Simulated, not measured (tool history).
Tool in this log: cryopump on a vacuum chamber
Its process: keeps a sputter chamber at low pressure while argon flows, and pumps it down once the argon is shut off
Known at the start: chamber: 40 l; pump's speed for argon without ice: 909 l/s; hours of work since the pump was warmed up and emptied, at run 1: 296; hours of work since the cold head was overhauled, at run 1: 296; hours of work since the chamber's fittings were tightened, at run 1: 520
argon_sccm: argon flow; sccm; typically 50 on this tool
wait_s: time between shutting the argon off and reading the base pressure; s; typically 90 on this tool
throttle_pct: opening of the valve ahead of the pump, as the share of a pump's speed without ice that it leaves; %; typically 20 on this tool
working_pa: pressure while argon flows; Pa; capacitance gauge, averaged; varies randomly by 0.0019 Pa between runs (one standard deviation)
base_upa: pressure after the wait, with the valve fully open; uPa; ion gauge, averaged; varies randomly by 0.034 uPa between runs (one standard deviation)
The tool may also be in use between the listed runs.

| run | hour | argon_sccm | wait_s | throttle_pct | hours of work since the pump was warmed up and emptied | hours of work since the cold head was overhauled | hours of work since the chamber's fittings were tightened | working_pa | base_upa |
|---|---|---|---|---|---|---|---|---|---|
| 1 | 0.0 | 50 | 90 | 20 | 296 | 296 | 520 | 0.4833 | 3.83 |
| 2 | 15.9 | 50 | 90 | 27 | 305 | 305 | 529 | 0.3607 | 3.88 |
| 3 | 27.4 | 50 | 90 | 27 | 311 | 311 | 536 | 0.3587 | 3.98 |
| 4 | 48.6 | 50 | 90 | 20 | 323 | 323 | 547 | 0.4830 | 3.92 |
| 5 | 62.8 | 37 | 90 | 20 | 331 | 331 | 555 | 0.3560 | 3.84 |
| 6 | 83.3 | 37 | 90 | 20 | 342 | 342 | 567 | 0.3581 | 4.04 |
| 7 | 96.4 | 37 | 90 | 16 | 350 | 350 | 574 | 0.4427 | 4.16 |
| 8 | 113.7 | 79 | 90 | 20 | 359 | 359 | 584 | 0.7646 | 4.16 |
| 9 | 125.5 | 79 | 90 | 20 | 366 | 366 | 590 | 0.7654 | 4.15 |
| 10 | 140.6 | 79 | 90 | 20 | 374 | 374 | 599 | 0.7721 | 4.19 |
| 11 | 160.2 | 50 | 90 | 43 | 385 | 385 | 610 | 0.2382 | 4.15 |
| 12 | 178.7 | 50 | 27 | 43 | 396 | 396 | 620 | 0.2369 | 7.79 |
| 13 | 193.2 | 50 | 90 | 20 | 404 | 404 | 628 | 0.4858 | 4.48 |
| 14 | 211.8 | 50 | 90 | 20 | 414 | 414 | 639 | 0.4822 | 4.44 |
| 15 | 232.9 | 50 | 90 | 16 | 426 | 426 | 651 | 0.6034 | 4.41 |
| 16 | 252.7 | 50 | 90 | 16 | 437 | 437 | 662 | 0.6033 | 4.54 |
| 17 | 263.9 | 70 | 90 | 20 | 443 | 443 | 668 | 0.6883 | 4.50 |
| 18 | 277.9 | 50 | 90 | 38 | 451 | 451 | 676 | 0.2678 | 4.59 |
| 19 | 286.8 | 92 | 59 | 20 | 456 | 456 | 681 | 0.8980 | 5.65 |
| 20 | 307.9 | 37 | 76 | 55 | 468 | 468 | 693 | 0.1436 | 4.93 |
| 21 | 317.6 | 57 | 109 | 43 | 473 | 473 | 698 | 0.2760 | 4.40 |
| 22 | 330.4 | 24 | 94 | 45 | 480 | 480 | 705 | 0.1124 | 4.65 |
| 23 | 339.5 | 41 | 135 | 28 | 486 | 486 | 710 | 0.2919 | 4.30 |
| 24 | 351.3 | 41 | 135 | 28 | 492 | 492 | 717 | 0.2946 | 4.27 |
| 25 | 359.9 | 97 | 245 | 53 | 497 | 497 | 722 | 0.3927 | 3.90 |
| 26 | 378.9 | 50 | 121 | 20 | 508 | 508 | 732 | 0.4929 | 4.42 |
| 27 | 391.1 | 50 | 90 | 16 | 514 | 514 | 739 | 0.6097 | 4.95 |
| 28 | 410.8 | 50 | 90 | 16 | 525 | 525 | 750 | 0.6131 | 5.02 |
| 29 | 427.4 | 21 | 90 | 47 | 535 | 535 | 759 | 0.0954 | 5.07 |
| 30 | 438.7 | 41 | 83 | 40 | 541 | 541 | 766 | 0.2151 | 5.17 |
| 31 | 451.2 | 50 | 53 | 18 | 548 | 548 | 773 | 0.5504 | 6.50 |
|  | 470.9 | pump warmed up, emptied and cooled again |
| 32 | 470.9 | 74 | 118 | 25 | 0 | 556 | 781 | 0.5539 | 3.97 |
| 33 | 484.8 | 74 | 118 | 25 | 8 | 564 | 789 | 0.5540 | 3.97 |
| 34 | 497.8 | 20 | 118 | 25 | 15 | 571 | 796 | 0.1504 | 4.00 |

Consider 4 possible next runs. They are alternatives, not a sequence: every one starts from the tool as it was left by run 34. What does each give?
| A | 512.7 | 22 | 118 | 19 | 23 | 580 | 804 | ? | ? |
| B | 512.7 | 87 | 118 | 40 | 23 | 580 | 804 | ? | ? |
| C | 512.7 | 50 | 90 | 27 | 23 | 580 | 804 | ? | ? |
| D | 512.7 | 80 | 90 | 50 | 23 | 580 | 804 | ? | ? |

| run | working_pa | base_upa |
|---|---|---|
| A | 0.2176 | 4.12 |
| B | 0.4077 | 4.18 |
| C | 0.3468 | 4.43 |
| D | 0.3001 | 4.46 |
With the hidden condition removed and each run's random variation left untouched, the same runs would have given:
| run | working_pa | base_upa |
|---|---|---|
| A | 0.2164 | 1.57 |
| B | 0.4030 | 1.55 |
| C | 0.3440 | 1.88 |
| D | 0.2958 | 1.88 |
